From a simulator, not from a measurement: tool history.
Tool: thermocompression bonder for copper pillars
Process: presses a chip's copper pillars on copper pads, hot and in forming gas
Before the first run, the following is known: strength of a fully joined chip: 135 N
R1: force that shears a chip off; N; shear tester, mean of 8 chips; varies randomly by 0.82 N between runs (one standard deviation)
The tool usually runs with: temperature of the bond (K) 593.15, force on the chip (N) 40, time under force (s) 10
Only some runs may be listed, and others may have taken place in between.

Run 1, hour 0: usual settings. Result: R1 54.8 N.
Run 2, hour 18.8: usual settings. Result: R1 55 N.
Run 3, hour 32.4: usual settings. Result: R1 54 N.
Run 4, hour 42.9: usual settings but time under force (s) 19. Result: R1 67.7 N.
Run 5, hour 56.6: usual settings. Result: R1 54.2 N.
Run 6, hour 72.1: usual settings. Result: R1 53.2 N.
Run 7, hour 86.8: usual settings. Result: R1 53.3 N.
At hour 89.8: force cell calibrated.
Run 8, hour 97.9: usual settings. Result: R1 54.2 N.
Run 9, hour 109.3: usual settings. Result: R1 52.9 N.
Run 10, hour 125.3: usual settings. Result: R1 52.9 N.
Run 11, hour 147.5: usual settings. Result: R1 52.3 N.
Run 12, hour 161.2: usual settings but time under force (s) 16. Result: R1 62.9 N.
Run 13, hour 183.2: usual settings but temperature of the bond (K) 620.15, force on the chip (N) 38, time under force (s) 12. Result: R1 73.1 N.
Run 14, hour 195.6: usual settings but temperature of the bond (K) 574.15, time under force (s) 21. Result: R1 53 N.
At hour 207.3: force cell calibrated, once more.
Run 15, hour 215.3: usual settings but temperature of the bond (K) 600.15, time under force (s) 13. Result: R1 63.5 N.
Run 16, hour 234.5: usual settings but temperature of the bond (K) 608.15. Result: R1 64.6 N.
Run 17, hour 245.7: usual settings but force on the chip (N) 33. Result: R1 46.5 N.
At hour 262: forming gas filter changed.
Run 18, hour 264: usual settings but temperature of the bond (K) 586.15, force on the chip (N) 48. Result: R1 58.6 N.
Run 19, hour 278.8: usual settings but force on the chip (N) 59. Result: R1 76.2 N.
Run 20, hour 296.3: usual settings but force on the chip (N) 59. Result: R1 76.2 N.
Run 21, hour 310.4: usual settings but force on the chip (N) 25. Result: R1 35.5 N.
Run 22, hour 319.5: usual settings but force on the chip (N) 25. Result: R1 36.5 N.
Run 23, hour 329.2: usual settings but temperature of the bond (K) 619.15, force on the chip (N) 25, time under force (s) 20. Result: R1 67.1 N.

4 options for the next run, each taken on its own from the tool as it stands now. Forecast them:
Run A, hour 349.1: usual settings but temperature of the bond (K) 603.15, force on the chip (N) 41, time under force (s) 8. Result: R1 ?.
Run B, hour 349.1: usual settings but temperature of the bond (K) 573.15, force on the chip (N) 25, time under force (s) 26. Result: R1 ?.
Run C, hour 349.1: usual settings but temperature of the bond (K) 619.15, force on the chip (N) 49, time under force (s) 20. Result: R1 ?.
Run D, hour 349.1: usual settings but force on the chip (N) 34. Result: R1 ?.

run     R1
  A   59.3
  B     39
  C  104.9
  D   47.8
The same runs, with their run-to-run variation unchanged, on a tool lacking any hidden condition would have given:
run     R1
  A   68.7
  B     47
  C  113.7
  D   56.4

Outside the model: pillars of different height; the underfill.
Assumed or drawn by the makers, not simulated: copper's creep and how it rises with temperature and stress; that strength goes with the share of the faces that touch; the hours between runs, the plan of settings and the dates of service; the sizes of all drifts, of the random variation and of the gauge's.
